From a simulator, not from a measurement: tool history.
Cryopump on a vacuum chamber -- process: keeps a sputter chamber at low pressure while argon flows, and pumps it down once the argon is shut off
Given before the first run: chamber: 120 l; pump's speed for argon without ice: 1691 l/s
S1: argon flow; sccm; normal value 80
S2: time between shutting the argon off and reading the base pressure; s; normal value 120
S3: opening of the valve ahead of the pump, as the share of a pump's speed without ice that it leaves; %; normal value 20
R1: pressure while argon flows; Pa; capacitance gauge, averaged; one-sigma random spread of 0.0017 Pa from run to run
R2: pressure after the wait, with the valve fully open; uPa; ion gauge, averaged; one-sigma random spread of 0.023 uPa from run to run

run	hour	S1	S2	S3	R1	R2
1	0.0	80	120	20	0.3993	2.83
2	28.4	80	120	31	0.2607	2.76
3	75.3	80	120	31	0.2629	2.93
4	114.9	106	120	20	0.5350	2.98
5	141.6	106	120	20	0.5388	2.94
6	178.3	80	58	20	0.4053	3.65
7	231.4	80	58	20	0.4073	3.83
8	278.5	80	58	20	0.4083	3.77
9	320.2	80	120	20	0.4107	3.20
10	355.9	80	120	20	0.4110	3.33
11	381.8	80	120	20	0.4120	3.26
12	426.1	80	120	20	0.4131	0.85
13	468.7	80	120	20	0.4143	0.90
14	490.5	80	120	20	0.4162	0.93
15	515.3	69	120	42	0.1761	0.97
16	563.4	79	120	22	0.3744	1.05
17	612.1	79	120	22	0.3780	1.11
18	646.9	79	120	22	0.3772	1.11
19	678.3	79	120	22	0.3781	1.10
20	723.5	46	35	23	0.2124	2.75
21	776.2	149	120	31	0.5229	1.20
22	821.1	149	120	31	0.5269	1.35
23	859.2	44	65	21	0.2239	1.85
24	897.8	44	65	21	0.2240	1.94
25	935.0	44	65	21	0.2266	2.01
26	976.8	44	65	21	0.2258	2.09
27	1019.0	122	149	21	0.5879	1.25

Put back what was entered between runs (2 entries, withheld): which listed runs does each sit between, and how does the hidden state differ from the listed run before to the listed run after?
In the gap between runs 11 and 12: leaking fittings of the chamber tightened, without venting (hour 396.7)
  pump's speed, % of a pump's without ice: 89.5 -> 88.5; cold plate's temperature, K: 13.05 -> 13.07; leak into the chamber, uPa l/s: 4063 -> 364
  measured minus no-state result, R1: +0.0113 -> +0.0124 Pa; R2: +2.49 -> +0.08 uPa
In the gap between runs 26 and 27: pump warmed up, emptied and cooled again (hour 1010.9)
  pump's speed, % of a pump's without ice: 74.8 -> 99.2; cold plate's temperature, K: 13.34 -> 13.35; leak into the chamber, uPa l/s: 1142 -> 1193
  measured minus no-state result, R1: +0.0164 -> +0.0045 Pa; R2: +0.76 -> +0.56 uPa

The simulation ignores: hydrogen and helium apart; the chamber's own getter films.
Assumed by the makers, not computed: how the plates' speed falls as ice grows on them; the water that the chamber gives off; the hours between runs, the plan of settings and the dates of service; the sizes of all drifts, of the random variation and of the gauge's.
